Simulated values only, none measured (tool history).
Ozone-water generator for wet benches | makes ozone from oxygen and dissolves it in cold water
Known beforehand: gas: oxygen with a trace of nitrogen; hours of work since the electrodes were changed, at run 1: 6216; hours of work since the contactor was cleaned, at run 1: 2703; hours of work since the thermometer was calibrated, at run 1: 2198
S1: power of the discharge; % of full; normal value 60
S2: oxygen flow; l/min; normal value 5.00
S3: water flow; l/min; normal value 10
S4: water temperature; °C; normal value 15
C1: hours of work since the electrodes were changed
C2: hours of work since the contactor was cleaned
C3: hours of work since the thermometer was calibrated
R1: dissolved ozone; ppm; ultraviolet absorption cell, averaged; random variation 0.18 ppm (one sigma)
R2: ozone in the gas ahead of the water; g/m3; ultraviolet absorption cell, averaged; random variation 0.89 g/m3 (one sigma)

run,hour,S1,S2,S3,S4,C1,C2,C3,R1,R2
1,0.0,60,5.00,10,15,6216,2703,2198,19.9,116.5
2,197.9,60,5.00,10,19,6361,2848,2343,18.4,116.6
3,401.6,60,5.00,10,19,6510,2997,2493,18.1,116.3
4,518.2,60,5.00,14,19,6596,3083,2578,14.5,116.8
5,732.9,60,5.00,14,19,6753,3240,2735,14.6,114.3
6,922.7,60,5.00,14,19,6892,3379,2875,14.4,114.3
7,1028.6,60,5.00,14,19,6970,3457,2952,14.6,112.5
8,1149.2,60,5.00,14,19,7058,3545,3041,14.1,113.3
9,1252.5,60,5.00,10,15,7134,3621,3116,18.8,113.4
10,1479.3,60,5.00,10,15,7300,3787,3283,19.1,110.8
11,1579.7,60,5.00,10,15,7374,3861,3356,18.6,111.5
12,1798.9,60,5.00,10,15,7535,4022,3517,18.9,109.7
13,1911.1,60,5.00,10,22,7617,4104,3599,16.1,108.8
14,2049.7,60,5.00,10,22,7718,4205,3701,15.9,108.5
# hour 2063.7: water thermometer calibrated
15,2277.6,60,5.00,10,22,7885,4372,157,16.1,110.2
16,2438.7,60,5.00,10,22,8003,4490,275,15.6,107.2
17,2568.0,60,5.00,10,15,8098,4585,370,18.1,107.7
18,2736.9,60,5.00,10,15,8222,4709,494,17.8,107.0
# hour 2813.1: water thermometer calibrated, once more
19,2970.8,44,5.70,11,18,8393,4880,116,13.7,87.1
20,3080.6,66,3.36,6,8,8473,4960,196,27.7,126.5
21,3247.4,60,5.20,10,16,8596,5083,318,17.8,104.3
22,3382.2,60,5.20,10,16,8695,5182,417,17.6,104.7
23,3584.0,60,5.20,10,16,8842,5329,565,17.2,102.2
24,3800.0,60,4.81,6,12,9001,5488,724,24.1,105.1
25,3949.9,60,5.00,6,19,9111,5598,833,20.2,101.6
26,4052.7,93,5.00,10,15,9186,5673,909,20.8,127.1
# hour 4168.7: electrodes of the discharge changed
27,4209.3,93,8.15,10,13,30,5783,1019,34.9,169.4
28,4399.6,50,8.15,10,13,169,5923,1159,22.4,108.1
29,4582.7,50,8.15,10,13,304,6057,1293,22.5,107.9
30,4741.4,50,8.15,10,13,420,6174,1409,22.0,108.1
31,4854.2,60,8.43,10,15,503,6256,1492,23.8,120.0
# hour 4909.0: contactor cleaned
32,5065.2,69,5.00,10,12,654,115,1644,29.1,157.9
33,5163.6,69,5.00,8,12,726,187,1716,32.8,157.9

Here are 4 independent what-if runs from the current tool condition. What would each one return?
A,5322.5,60,5.00,7,15,843,303,1832,?,?
B,5322.5,79,5.00,10,15,843,303,1832,?,?
C,5322.5,60,5.00,9,22,843,303,1832,?,?
D,5322.5,61,5.00,8,12,843,303,1832,?,?

run,R1,R2
A,29.6,142.3
B,30.0,173.4
C,22.6,142.5
D,29.8,144.8
Stripped of hidden state, with their random variation kept, the same runs would have yielded:
run,R1,R2
A,30.5,145.5
B,31.0,178.2
C,23.3,145.7
D,30.6,148.1

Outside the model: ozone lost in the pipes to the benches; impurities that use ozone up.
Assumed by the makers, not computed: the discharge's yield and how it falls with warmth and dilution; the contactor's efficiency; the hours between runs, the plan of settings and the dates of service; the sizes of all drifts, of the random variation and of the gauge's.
